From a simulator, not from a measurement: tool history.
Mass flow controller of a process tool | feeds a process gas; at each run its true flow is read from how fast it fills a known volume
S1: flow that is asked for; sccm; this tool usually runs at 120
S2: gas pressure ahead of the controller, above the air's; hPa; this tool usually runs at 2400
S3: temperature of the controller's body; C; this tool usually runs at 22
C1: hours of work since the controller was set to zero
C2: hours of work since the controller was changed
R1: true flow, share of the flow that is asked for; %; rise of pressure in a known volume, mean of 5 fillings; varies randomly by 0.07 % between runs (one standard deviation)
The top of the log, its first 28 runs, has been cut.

run	hour	S1	S2	S3	C1	C2	R1
29	2967.2	82	1680	24	3554	3554	100.63
30	3052.1	82	1680	24	3594	3594	100.68
# hour 3065.1: gauge calibrated
31	3164.5	63	2550	24	3647	3647	99.01
32	3256.1	63	2550	24	3691	3691	98.96
33	3349.8	63	2550	24	3735	3735	99.14
34	3413.7	63	1920	36	3765	3765	100.8
35	3545.4	63	1810	28	3828	3828	100.22
36	3620.6	63	1810	28	3863	3863	100.27
37	3704.6	166	1810	20	3903	3903	100.02
38	3812.3	166	1810	20	3954	3954	100.07
39	3940.8	46	2080	22	4015	4015	99.73
40	4068.6	33	2690	22	4075	4075	99.22
41	4207	120	2740	40	4140	4140	101.31
42	4327.4	63	1850	40	4197	4197	101.96
43	4388.1	42	2400	36	4226	4226	100.95
44	4477.1	42	2400	36	4268	4268	101.07
45	4564.5	153	2190	36	4309	4309	101.72
46	4710.4	21	1850	28	4378	4378	100.85
47	4825.2	21	1850	28	4433	4433	101

What if the next run were any one of these 3? Each begins from the tool's condition after run 47:
A	4898	34	1840	31	4467	4467	?
B	4898	34	1840	22	4467	4467	?
C	4898	21	1720	27	4467	4467	?

run	R1
A	101.41
B	100.47
C	100.87
The same runs, with their run-to-run variation unchanged, on a tool lacking any hidden condition would have given:
run	R1
A	100.05
B	99.12
C	99.51
